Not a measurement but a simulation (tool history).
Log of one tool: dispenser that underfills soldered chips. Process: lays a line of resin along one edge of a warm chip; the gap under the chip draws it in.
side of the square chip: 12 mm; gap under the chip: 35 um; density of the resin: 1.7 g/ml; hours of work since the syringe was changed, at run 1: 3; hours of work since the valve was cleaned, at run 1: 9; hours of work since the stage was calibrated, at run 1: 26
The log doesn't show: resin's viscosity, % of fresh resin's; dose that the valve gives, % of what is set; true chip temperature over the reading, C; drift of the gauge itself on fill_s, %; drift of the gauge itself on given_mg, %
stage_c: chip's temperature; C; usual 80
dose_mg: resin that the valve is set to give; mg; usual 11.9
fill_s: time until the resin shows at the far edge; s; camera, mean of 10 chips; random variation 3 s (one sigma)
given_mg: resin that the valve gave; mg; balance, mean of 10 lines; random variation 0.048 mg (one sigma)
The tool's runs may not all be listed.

run,hour,stage_c,dose_mg,hours of work since the syringe was changed,hours of work since the valve was cleaned,hours of work since the stage was calibrated,fill_s,given_mg
1,0.0,80,11.9,3,9,26,358.5,11.81
2,3.3,80,11.9,5,11,28,432.4,11.79
3,7.4,80,11.9,9,14,31,522.8,11.77
# hour 11.1: new syringe of resin
4,12.6,69,11.9,1,18,35,554.5,11.68
5,15.1,69,11.9,3,20,37,642.3,11.75
6,18.9,69,10.6,6,23,40,784.0,10.45
7,21.3,82,11.9,8,25,42,467.7,11.67
# hour 26.0: new syringe of resin
8,26.5,81,13.3,0,29,46,296.8,13.03
9,31.6,81,13.3,4,33,50,380.5,12.90

Forecast run 10:
10,36.7,79,12.5,9,37,54,?,?

{"run 10": {"fill_s": 552.3, "given_mg": 12.17}}
Without the tool's hidden state the same run would have given fill_s 307.1 s, given_mg 12.48 mg.

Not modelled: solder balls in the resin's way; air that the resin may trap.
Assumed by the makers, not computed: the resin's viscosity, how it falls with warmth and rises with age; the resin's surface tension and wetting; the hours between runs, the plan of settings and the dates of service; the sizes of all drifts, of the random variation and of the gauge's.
